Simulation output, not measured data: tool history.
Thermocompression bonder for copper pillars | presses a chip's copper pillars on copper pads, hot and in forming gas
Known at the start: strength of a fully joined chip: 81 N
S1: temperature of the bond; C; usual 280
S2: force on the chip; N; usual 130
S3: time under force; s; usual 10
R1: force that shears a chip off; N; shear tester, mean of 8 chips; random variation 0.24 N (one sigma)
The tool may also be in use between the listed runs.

run,hour,S1,S2,S3,R1
1,0,280,130,10,29.5
2,21.7,280,80,10,17.4
3,44.5,280,80,10,17.1
4,66.6,280,80,10,17
5,90.5,280,80,10,16.9
6,106.3,280,80,10,17.3
7,128.9,299,80,10,22.7
8,147.2,273,130,10,25.9
9,171.7,280,130,10,28.9
10,204.1,280,130,10,28.6
11,229.6,280,130,10,28.6
12,249.3,269,154,10,28.7
13,272.8,269,154,15,33.2
14,288.3,278,191,14,44.1
15,319.4,280,182,17,47
16,341.2,263,182,24,41.9
17,367.6,280,170,10,36.7
18,393.6,280,81,10,16.4
19,416.1,258,130,10,19.4
20,430.7,281,92,22,26.9
21,451.3,274,191,25,49.3

4 ways to go on from here, each from the tool as it stands after run 21. What would each give?
A,465.3,274,163,23,?
B,465.3,293,115,22,?
C,465.3,274,93,25,?
D,465.3,306,129,6,?

run,R1
A,42.5
B,38.9
C,25.1
D,32.1
Without the tool's hidden state the same runs would have given:
run,R1
A,48.8
B,44.7
C,29.4
D,36.9

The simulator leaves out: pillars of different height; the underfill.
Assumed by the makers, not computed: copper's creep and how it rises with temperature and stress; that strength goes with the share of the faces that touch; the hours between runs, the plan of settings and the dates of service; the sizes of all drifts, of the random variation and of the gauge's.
